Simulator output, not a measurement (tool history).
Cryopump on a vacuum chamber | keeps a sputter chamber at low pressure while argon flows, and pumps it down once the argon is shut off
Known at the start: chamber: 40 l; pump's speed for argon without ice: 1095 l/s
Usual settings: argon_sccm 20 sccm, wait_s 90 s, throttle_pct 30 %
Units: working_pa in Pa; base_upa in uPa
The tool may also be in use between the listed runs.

run,hour,argon_sccm,wait_s,throttle_pct,working_pa,base_upa
1,0,20,90,30,0.1067,1.89
2,46.5,20,90,30,0.1075,1.99
3,90.2,20,90,42,0.0803,2.04
4,136.3,20,90,42,0.0818,2.16
5,159.1,20,90,42,0.0797,2.22
6,185.7,20,90,42,0.0813,2.27
7,236.1,20,90,42,0.0824,2.45
8,284.1,20,90,42,0.0845,2.48
9,320.3,20,90,42,0.0863,2.67
10,347.3,20,67,30,0.1159,2.86
# hour 361.1: pump warmed up, emptied and cooled again
11,389.6,20,67,30,0.1039,2.31
12,429.9,20,90,30,0.1038,2.14
13,474.5,20,90,30,0.1049,2.31
14,499.4,20,90,30,0.1053,2.25
15,547.2,20,90,30,0.1064,2.45
16,577.1,20,90,30,0.1079,2.5
17,606.6,20,90,30,0.1083,2.52
18,640.9,11,212,30,0.0591,2.36
19,689.3,11,212,30,0.0599,2.42
20,729.4,22,170,16,0.2192,2.56
21,767.6,28,170,33,0.1432,2.68
22,794,28,170,18,0.2538,2.83
23,827.9,28,170,18,0.2549,2.85
24,863.5,19,170,44,0.0778,2.96
# hour 914.5: pump warmed up, emptied and cooled again
25,918.7,37,197,23,0.2476,2.26
26,954.9,37,197,23,0.2496,2.28
27,980.1,37,96,46,0.1274,2.57
28,1005.2,20,28,23,0.1354,3.73
29,1055.5,20,28,23,0.1381,3.8
30,1089.2,20,28,23,0.1358,3.87
31,1137.4,9,42,30,0.0486,3.45
32,1159.9,30,52,20,0.239,3.46
33,1206.5,13,52,29,0.0729,3.41

5 ways to go on from here, each from the tool as it stands after run 33. What would each give?
A,1233.2,20,129,30,?,?
B,1233.2,26,79,27,?,?
C,1233.2,29,33,16,?,?
D,1233.2,27,47,27,?,?
E,1233.2,22,21,35,?,?

run,working_pa,base_upa
A,0.1101,3.11
B,0.1569,3.25
C,0.289,4.02
D,0.1637,3.64
E,0.1034,4.91
Without the tool's hidden state the same runs would have given:
run,working_pa,base_upa
A,0.1037,0.64
B,0.1485,0.84
C,0.2797,1.54
D,0.155,1.19
E,0.0964,2.4
